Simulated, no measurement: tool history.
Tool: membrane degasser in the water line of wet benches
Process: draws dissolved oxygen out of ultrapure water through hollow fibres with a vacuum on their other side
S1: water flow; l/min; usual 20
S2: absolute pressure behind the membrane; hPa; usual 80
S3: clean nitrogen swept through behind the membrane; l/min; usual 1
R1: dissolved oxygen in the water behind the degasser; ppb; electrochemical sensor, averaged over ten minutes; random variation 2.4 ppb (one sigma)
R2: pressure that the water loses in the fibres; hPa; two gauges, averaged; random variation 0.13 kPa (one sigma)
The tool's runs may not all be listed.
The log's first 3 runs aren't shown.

Run 4, day 26.712: usual settings. Result: R1 243.2 ppb, R2 270.8 hPa.
Run 5, day 33.983: usual settings. Result: R1 243.5 ppb, R2 271.9 hPa.
Run 6, day 40.704: usual settings. Result: R1 244.6 ppb, R2 271.7 hPa.
Run 7, day 48.583: usual settings. Result: R1 239.4 ppb, R2 270.8 hPa.
Run 8, day 56.9: usual settings. Result: R1 242.7 ppb, R2 269.8 hPa.
Run 9, day 66.158: usual settings but S3 0.42 l/min. Result: R1 451.2 ppb, R2 270.2 hPa.
Run 10, day 75.804: usual settings but S1 27 l/min. Result: R1 336.1 ppb, R2 365.9 hPa.
Run 11, day 82.133: usual settings but S1 27 l/min. Result: R1 332.7 ppb, R2 366.5 hPa.
Run 12, day 88.604: usual settings. Result: R1 242.3 ppb, R2 270.5 hPa.
Run 13, day 99.075: usual settings. Result: R1 244.6 ppb, R2 273.4 hPa.
Run 14, day 104.738: usual settings but S2 180.1 hPa. Result: R1 655.8 ppb, R2 272.5 hPa.
Run 15, day 110.504: usual settings but S2 180.1 hPa. Result: R1 640.2 ppb, R2 272.5 hPa.
Run 16, day 122.404: usual settings but S2 180.1 hPa. Result: R1 641.9 ppb, R2 271.3 hPa.
Run 17, day 133.042: usual settings but S2 180.1 hPa. Result: R1 657 ppb, R2 271.3 hPa.

The next listed run, before its measurement:
Run 18, day 141.454: usual settings but S1 14 l/min. Result: R1 ?, R2 ?.

{"run 18": {"R1": 168.1, "R2": 190.6}}
Without the tool's hidden state the same run would have given R1 167.4 ppb, R2 190.3 hPa.
